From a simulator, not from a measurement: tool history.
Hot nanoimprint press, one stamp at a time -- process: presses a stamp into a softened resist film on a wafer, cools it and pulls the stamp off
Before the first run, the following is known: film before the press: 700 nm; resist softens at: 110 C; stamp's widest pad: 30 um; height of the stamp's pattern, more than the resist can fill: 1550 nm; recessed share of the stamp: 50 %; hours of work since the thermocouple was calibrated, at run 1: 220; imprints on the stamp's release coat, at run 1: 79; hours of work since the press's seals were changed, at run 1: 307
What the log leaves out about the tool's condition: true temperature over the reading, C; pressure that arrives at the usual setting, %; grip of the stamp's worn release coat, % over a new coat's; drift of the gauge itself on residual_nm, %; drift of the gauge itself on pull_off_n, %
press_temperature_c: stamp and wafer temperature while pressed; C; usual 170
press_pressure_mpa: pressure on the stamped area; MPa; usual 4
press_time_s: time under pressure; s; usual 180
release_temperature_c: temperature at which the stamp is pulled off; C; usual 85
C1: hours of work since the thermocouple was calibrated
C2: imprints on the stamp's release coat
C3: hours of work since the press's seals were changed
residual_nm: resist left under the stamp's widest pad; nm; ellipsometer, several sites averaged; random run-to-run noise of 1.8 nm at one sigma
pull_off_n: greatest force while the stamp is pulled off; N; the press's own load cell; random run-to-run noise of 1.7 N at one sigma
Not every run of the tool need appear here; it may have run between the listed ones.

run 1 hour=0 | press_temperature_c=170 press_pressure_mpa=4 press_time_s=180 release_temperature_c=85 | C1=220 C2=79 C3=307 | residual_nm=286.3 pull_off_n=145
run 2 hour=10.4 | press_temperature_c=170 press_pressure_mpa=4 press_time_s=180 release_temperature_c=85 | C1=227 C2=105 C3=315 | residual_nm=286.3 pull_off_n=143
run 3 hour=18.2 | press_temperature_c=170 press_pressure_mpa=4 press_time_s=180 release_temperature_c=91 | C1=233 C2=125 C3=320 | residual_nm=287.5 pull_off_n=128
run 4 hour=28 | press_temperature_c=170 press_pressure_mpa=4 press_time_s=180 release_temperature_c=85 | C1=240 C2=150 C3=327 | residual_nm=286.7 pull_off_n=146
run 5 hour=36.9 | press_temperature_c=170 press_pressure_mpa=4 press_time_s=180 release_temperature_c=85 | C1=246 C2=173 C3=334 | residual_nm=288.7 pull_off_n=145
run 6 hour=43.5 | press_temperature_c=166 press_pressure_mpa=4 press_time_s=98 release_temperature_c=71 | C1=251 C2=190 C3=338 | residual_nm=413.7 pull_off_n=188
run 7 hour=54.2 | press_temperature_c=159 press_pressure_mpa=3.61 press_time_s=125 release_temperature_c=71 | C1=258 C2=217 C3=346 | residual_nm=511 pull_off_n=189
run 8 hour=60.8 | press_temperature_c=159 press_pressure_mpa=3.61 press_time_s=125 release_temperature_c=88 | C1=263 C2=234 C3=351 | residual_nm=512.3 pull_off_n=137
run 9 hour=71.9 | press_temperature_c=161 press_pressure_mpa=3.61 press_time_s=125 release_temperature_c=88 | C1=271 C2=262 C3=358 | residual_nm=475.5 pull_off_n=138
run 10 hour=78.2 | press_temperature_c=161 press_pressure_mpa=3.61 press_time_s=125 release_temperature_c=88 | C1=275 C2=278 C3=363 | residual_nm=480.5 pull_off_n=140

Branching from run 10: 3 alternative next runs. What would each branch give?
run A hour=90.7 | press_temperature_c=161 press_pressure_mpa=3.78 press_time_s=125 release_temperature_c=88 | C1=284 C2=310 C3=372 | residual_nm=? pull_off_n=?
run B hour=90.7 | press_temperature_c=180 press_pressure_mpa=3.61 press_time_s=125 release_temperature_c=88 | C1=284 C2=310 C3=372 | residual_nm=? pull_off_n=?
run C hour=90.7 | press_temperature_c=158 press_pressure_mpa=3.68 press_time_s=180 release_temperature_c=85 | C1=284 C2=310 C3=372 | residual_nm=? pull_off_n=?

run=A residual_nm=468.8 pull_off_n=140
run=B residual_nm=230.4 pull_off_n=136
run=C residual_nm=480.4 pull_off_n=148
Without the tool's hidden state the same runs would have given:
run=A residual_nm=477 pull_off_n=138
run=B residual_nm=234.8 pull_off_n=135
run=C residual_nm=489.1 pull_off_n=146
